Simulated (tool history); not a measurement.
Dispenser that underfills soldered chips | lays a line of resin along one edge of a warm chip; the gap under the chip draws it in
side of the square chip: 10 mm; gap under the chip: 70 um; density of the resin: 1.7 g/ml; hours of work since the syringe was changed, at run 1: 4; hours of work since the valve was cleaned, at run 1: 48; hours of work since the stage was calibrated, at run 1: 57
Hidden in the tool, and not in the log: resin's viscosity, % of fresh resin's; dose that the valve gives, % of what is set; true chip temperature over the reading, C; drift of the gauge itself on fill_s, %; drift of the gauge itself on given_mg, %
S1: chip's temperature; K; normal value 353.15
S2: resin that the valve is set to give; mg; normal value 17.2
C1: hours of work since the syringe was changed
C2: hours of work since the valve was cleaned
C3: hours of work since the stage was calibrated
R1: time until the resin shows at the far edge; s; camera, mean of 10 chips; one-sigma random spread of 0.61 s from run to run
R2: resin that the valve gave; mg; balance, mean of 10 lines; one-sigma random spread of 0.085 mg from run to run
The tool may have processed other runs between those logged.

run 1 hour=0 | S1=353.15 S2=17.2 | C1=4 C2=48 C3=57 | R1=73.3 R2=16.52
-- hour=1.9 new syringe of resin
run 2 hour=3.7 | S1=353.15 S2=17.2 | C1=1 C2=51 C3=59 | R1=61.5 R2=16.45
run 3 hour=7.5 | S1=367.15 S2=17.2 | C1=4 C2=53 C3=62 | R1=44.7 R2=16.51
-- hour=9 new syringe of resin
run 4 hour=9.9 | S1=363.15 S2=17.2 | C1=1 C2=55 C3=64 | R1=39.3 R2=16.44
run 5 hour=12 | S1=363.15 S2=17.2 | C1=2 C2=57 C3=65 | R1=44.4 R2=16.35
run 6 hour=15.3 | S1=363.15 S2=18.7 | C1=5 C2=59 C3=68 | R1=52.7 R2=17.94
-- hour=15.9 new syringe of resin
run 7 hour=18.4 | S1=366.15 S2=18.7 | C1=2 C2=61 C3=70 | R1=38.3 R2=17.63
run 8 hour=21.9 | S1=366.15 S2=18.7 | C1=5 C2=64 C3=73 | R1=45.7 R2=17.7
-- hour=22.9 new syringe of resin
run 9 hour=25.3 | S1=353.15 S2=17.2 | C1=2 C2=67 C3=75 | R1=63.8 R2=16.24
run 10 hour=28.3 | S1=353.15 S2=17.2 | C1=4 C2=69 C3=78 | R1=75.5 R2=16.2
-- hour=29.7 new syringe of resin
run 11 hour=32.6 | S1=353.15 S2=17.2 | C1=2 C2=72 C3=81 | R1=65 R2=16.16
-- hour=36.7 new syringe of resin
run 12 hour=37.5 | S1=353.15 S2=17.2 | C1=1 C2=75 C3=84 | R1=57.8 R2=16.16
run 13 hour=42.1 | S1=353.15 S2=17.2 | C1=4 C2=79 C3=88 | R1=73.5 R2=16.07
-- hour=43.8 new syringe of resin
run 14 hour=46.3 | S1=353.15 S2=17.2 | C1=2 C2=82 C3=91 | R1=66.6 R2=15.87
run 15 hour=48.5 | S1=353.15 S2=17.2 | C1=4 C2=84 C3=92 | R1=72.8 R2=16.08
-- hour=50.8 new syringe of resin
run 16 hour=51.6 | S1=353.15 S2=15 | C1=1 C2=86 C3=95 | R1=60.1 R2=13.96
run 17 hour=53.5 | S1=366.15 S2=16.9 | C1=2 C2=87 C3=96 | R1=39.2 R2=15.62
run 18 hour=56.6 | S1=344.15 S2=21.2 | C1=4 C2=90 C3=98 | R1=109.1 R2=19.84
-- hour=57.8 new syringe of resin
run 19 hour=59.7 | S1=357.15 S2=20.1 | C1=1 C2=92 C3=101 | R1=52 R2=18.75
run 20 hour=62.5 | S1=357.15 S2=20.1 | C1=4 C2=94 C3=103 | R1=59.9 R2=18.53
-- hour=64.9 new syringe of resin
run 21 hour=66.8 | S1=349.15 S2=16.4 | C1=2 C2=97 C3=106 | R1=74.7 R2=15.23
run 22 hour=68.8 | S1=354.15 S2=16.9 | C1=3 C2=99 C3=107 | R1=69 R2=15.55
-- hour=71.8 new syringe of resin
run 23 hour=72.1 | S1=367.15 S2=17.2 | C1=0 C2=101 C3=110 | R1=32.8 R2=15.84
run 24 hour=74 | S1=364.15 S2=17.6 | C1=2 C2=102 C3=111 | R1=40.9 R2=15.99
run 25 hour=78.3 | S1=364.15 S2=17.6 | C1=5 C2=106 C3=114 | R1=51 R2=16.05
-- hour=78.9 new syringe of resin
run 26 hour=82 | S1=348.15 S2=15 | C1=2 C2=108 C3=117 | R1=84.8 R2=13.73
-- hour=85.9 new syringe of resin
run 27 hour=86.1 | S1=348.15 S2=15 | C1=0 C2=111 C3=120 | R1=73.5 R2=13.62
run 28 hour=89.3 | S1=351.15 S2=17.2 | C1=3 C2=114 C3=122 | R1=72.6 R2=15.58
-- hour=93 new syringe of resin
run 29 hour=94.2 | S1=348.15 S2=15.7 | C1=1 C2=117 C3=126 | R1=78.7 R2=14.18

Same runs, no hidden state in the tool, same run-to-run variation:
run=1 R1=53.7 R2=17.2
run=2 R1=53.5 R2=17.16
run=3 R1=31.6 R2=17.28
run=4 R1=36.2 R2=17.22
run=5 R1=36.4 R2=17.15
run=6 R1=36.1 R2=18.86
run=7 R1=32.7 R2=18.57
run=8 R1=32.2 R2=18.69
run=9 R1=53.2 R2=17.19
run=10 R1=53.1 R2=17.18
run=11 R1=52.8 R2=17.18
run=12 R1=54.2 R2=17.23
run=13 R1=53.5 R2=17.19
run=14 R1=54.5 R2=17.03
run=15 R1=52.8 R2=17.27
run=16 R1=54.5 R2=15.02
run=17 R1=32.4 R2=16.83
run=18 R1=76.4 R2=21.42
run=19 R1=45.4 R2=20.29
run=20 R1=44.5 R2=20.09
run=21 R1=62.7 R2=16.55
run=22 R1=51.9 R2=16.94
run=23 R1=30.9 R2=17.28
run=24 R1=34.7 R2=17.47
run=25 R1=34.1 R2=17.59
run=26 R1=67.3 R2=15.08
run=27 R1=68.2 R2=15
run=28 R1=57.3 R2=17.2
run=29 R1=67.1 R2=15.71

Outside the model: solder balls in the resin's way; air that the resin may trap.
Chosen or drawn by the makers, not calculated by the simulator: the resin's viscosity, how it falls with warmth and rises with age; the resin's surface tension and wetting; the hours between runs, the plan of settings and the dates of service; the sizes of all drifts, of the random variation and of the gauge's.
